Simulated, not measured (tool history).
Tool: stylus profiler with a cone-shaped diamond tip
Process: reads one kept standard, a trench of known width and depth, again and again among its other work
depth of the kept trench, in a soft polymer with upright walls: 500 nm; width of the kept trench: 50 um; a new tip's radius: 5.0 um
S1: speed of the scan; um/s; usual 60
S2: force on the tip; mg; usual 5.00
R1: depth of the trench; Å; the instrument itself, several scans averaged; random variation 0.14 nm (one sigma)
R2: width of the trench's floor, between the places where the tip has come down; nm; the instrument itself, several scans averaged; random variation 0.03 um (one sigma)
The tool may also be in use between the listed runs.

{"run": 1, "hour": 0.0, "S1": 60, "S2": 5.0, "R1": 5067.4, "R2": 45540}
{"run": 2, "hour": 15.4, "S1": 60, "S2": 5.0, "R1": 5065.7, "R2": 45510}
{"run": 3, "hour": 25.1, "S1": 60, "S2": 5.0, "R1": 5064.5, "R2": 45590}
{"run": 4, "hour": 39.0, "S1": 60, "S2": 5.0, "R1": 5063.2, "R2": 45520}
{"run": 5, "hour": 54.4, "S1": 60, "S2": 5.0, "R1": 5063.4, "R2": 45570}
{"run": 6, "hour": 64.4, "S1": 60, "S2": 5.0, "R1": 5063.3, "R2": 45540}
{"run": 7, "hour": 79.7, "S1": 60, "S2": 5.0, "R1": 5062.5, "R2": 45570}
{"run": 8, "hour": 90.6, "S1": 60, "S2": 5.0, "R1": 5063.7, "R2": 45480}
{"run": 9, "hour": 101.0, "S1": 60, "S2": 5.0, "R1": 5062.3, "R2": 45530}
{"run": 10, "hour": 110.6, "S1": 60, "S2": 2.24, "R1": 5036.3, "R2": 45530}
{"run": 11, "hour": 120.2, "S1": 60, "S2": 5.0, "R1": 5066.3, "R2": 45520}
{"run": 12, "hour": 128.0, "S1": 60, "S2": 5.0, "R1": 5065.3, "R2": 45550}
{"run": 13, "hour": 139.5, "S1": 60, "S2": 5.0, "R1": 5064.5, "R2": 45610}
{"run": 14, "hour": 153.7, "S1": 60, "S2": 3.72, "R1": 5049.5, "R2": 45550}
{"run": 15, "hour": 167.1, "S1": 60, "S2": 3.72, "R1": 5052.9, "R2": 45540}
{"run": 16, "hour": 181.6, "S1": 60, "S2": 5.33, "R1": 5067.2, "R2": 45570}
{"run": 17, "hour": 189.0, "S1": 60, "S2": 5.33, "R1": 5065.8, "R2": 45500}
{"run": 18, "hour": 203.3, "S1": 60, "S2": 7.99, "R1": 5086.8, "R2": 45560}
{"run": 19, "hour": 220.1, "S1": 60, "S2": 5.0, "R1": 5061.0, "R2": 45580}
{"run": 20, "hour": 237.4, "S1": 60, "S2": 5.0, "R1": 5064.5, "R2": 45540}
{"run": 21, "hour": 251.9, "S1": 60, "S2": 5.0, "R1": 5064.0, "R2": 45570}
{"run": 22, "hour": 266.2, "S1": 60, "S2": 5.0, "R1": 5064.0, "R2": 45570}
{"run": 23, "hour": 281.9, "S1": 88, "S2": 2.31, "R1": 5036.7, "R2": 45390}
{"run": 24, "hour": 296.3, "S1": 88, "S2": 2.31, "R1": 5038.7, "R2": 45500}
{"run": 25, "hour": 305.1, "S1": 88, "S2": 2.31, "R1": 5035.9, "R2": 45450}
{"run": 26, "hour": 320.6, "S1": 18, "S2": 4.92, "R1": 5064.3, "R2": 45640}
{"run": 27, "hour": 336.8, "S1": 107, "S2": 2.14, "R1": 5038.2, "R2": 45410}
{"run": 28, "hour": 352.4, "S1": 27, "S2": 2.29, "R1": 5039.0, "R2": 45610}
{"run": 29, "hour": 365.3, "S1": 22, "S2": 2.04, "R1": 5033.1, "R2": 45620}
{"run": 30, "hour": 381.1, "S1": 22, "S2": 2.04, "R1": 5035.3, "R2": 45580}
{"run": 31, "hour": 394.1, "S1": 29, "S2": 5.0, "R1": 5063.0, "R2": 45570}
{"run": 32, "hour": 408.2, "S1": 60, "S2": 1.76, "R1": 5032.9, "R2": 45550}
{"run": 33, "hour": 425.4, "S1": 59, "S2": 13.72, "R1": 5126.3, "R2": 45610}
{"run": 34, "hour": 442.0, "S1": 121, "S2": 5.0, "R1": 5065.5, "R2": 45480}
{"run": 35, "hour": 456.9, "S1": 36, "S2": 6.58, "R1": 5075.7, "R2": 45600}
{"run": 36, "hour": 473.9, "S1": 36, "S2": 6.58, "R1": 5072.2, "R2": 45590}
{"run": 37, "hour": 483.4, "S1": 36, "S2": 6.58, "R1": 5078.5, "R2": 45580}
{"run": 38, "hour": 497.0, "S1": 24, "S2": 6.04, "R1": 5075.0, "R2": 45600}
{"run": 39, "hour": 506.9, "S1": 24, "S2": 6.04, "R1": 5072.6, "R2": 45590}
{"run": 40, "hour": 514.4, "S1": 232, "S2": 3.97, "R1": 5054.9, "R2": 45240}
{"run": 41, "hour": 527.0, "S1": 26, "S2": 6.76, "R1": 5077.7, "R2": 45610}
{"run": 42, "hour": 540.9, "S1": 15, "S2": 6.76, "R1": 5076.6, "R2": 45630}

5 ways to go on from here, each from the tool as it stands after run 42. What would each give?
{"run": "A", "hour": 558.1, "S1": 60, "S2": 9.3, "R1": "?", "R2": "?"}
{"run": "B", "hour": 558.1, "S1": 60, "S2": 10.05, "R1": "?", "R2": "?"}
{"run": "C", "hour": 558.1, "S1": 102, "S2": 1.67, "R1": "?", "R2": "?"}
{"run": "D", "hour": 558.1, "S1": 39, "S2": 5.0, "R1": "?", "R2": "?"}
{"run": "E", "hour": 558.1, "S1": 19, "S2": 5.5, "R1": "?", "R2": "?"}

run=A R1=5094.8 R2=45570
run=B R1=5101.5 R2=45580
run=C R1=5031.1 R2=45360
run=D R1=5063.5 R2=45550
run=E R1=5066.5 R2=45650
Without the tool's hidden state the same runs would have given:
run=A R1=5094.7 R2=45580
run=B R1=5101.4 R2=45590
run=C R1=5031.0 R2=45370
run=D R1=5063.4 R2=45560
run=E R1=5066.4 R2=45660

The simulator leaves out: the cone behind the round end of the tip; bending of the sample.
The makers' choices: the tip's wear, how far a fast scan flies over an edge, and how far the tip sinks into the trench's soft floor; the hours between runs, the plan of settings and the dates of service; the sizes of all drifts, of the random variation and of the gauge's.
